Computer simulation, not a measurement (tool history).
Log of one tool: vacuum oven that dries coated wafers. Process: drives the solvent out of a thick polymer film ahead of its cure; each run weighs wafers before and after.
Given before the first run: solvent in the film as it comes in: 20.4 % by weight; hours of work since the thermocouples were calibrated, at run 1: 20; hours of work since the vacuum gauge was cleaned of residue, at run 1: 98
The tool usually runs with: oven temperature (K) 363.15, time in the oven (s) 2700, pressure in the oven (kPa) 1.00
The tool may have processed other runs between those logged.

run	hour	oven temperature (K)	time in the oven (s)	pressure in the oven (kPa)	hours of work since the thermocouples were calibrated	hours of work since the vacuum gauge was cleaned of residue	solvent left in the film (%)
1	0.0	363.15	2700	1.00	20	98	2.03
2	8.6	363.15	2700	1.00	24	101	1.98
3	25.0	363.15	2640	1.00	30	108	2.17
4	38.5	363.15	2640	1.00	36	113	2.02
5	55.0	363.15	2640	1.00	42	120	2.08
6	63.6	363.15	2700	1.00	46	123	2.09
7	80.2	363.15	3000	1.00	52	130	1.62
8	98.0	363.15	3000	1.00	60	137	1.82
9	111.6	363.15	3000	1.00	65	143	1.70
10	129.1	363.15	2700	1.00	72	150	2.10
11	141.7	360.15	2700	2.27	77	155	3.94
12	150.5	369.15	1920	3.93	81	158	3.35
13	164.1	355.15	1500	1.45	86	164	8.45
# hour 167.0: oven's thermocouples calibrated
14	180.1	364.15	3900	1.98	5	170	1.75
15	191.0	378.15	4740	1.98	10	174	0.96
16	199.4	350.15	4740	1.30	13	177	4.32
17	211.9	350.15	4740	1.30	18	182	4.34
18	231.0	350.15	4740	1.30	26	190	4.33
19	244.4	371.15	2700	1.05	31	196	0.91

3 ways to go on from here, each from the tool as it stands after run 19. What would each give?
# hour 249.6: oven's thermocouples calibrated, once more
A	256.6	359.15	2700	1.00	3	200	?
# hour 249.6: oven's thermocouples calibrated, once more
B	256.6	349.15	3840	1.24	3	200	?
# hour 249.6: oven's thermocouples calibrated, once more
C	256.6	371.15	2700	1.13	3	200	?

run	solvent left in the film (%)
A	3.37
B	5.72
C	0.79
With no hidden state in the tool, these same runs would have given:
run	solvent left in the film (%)
A	3.20
B	5.50
C	0.72

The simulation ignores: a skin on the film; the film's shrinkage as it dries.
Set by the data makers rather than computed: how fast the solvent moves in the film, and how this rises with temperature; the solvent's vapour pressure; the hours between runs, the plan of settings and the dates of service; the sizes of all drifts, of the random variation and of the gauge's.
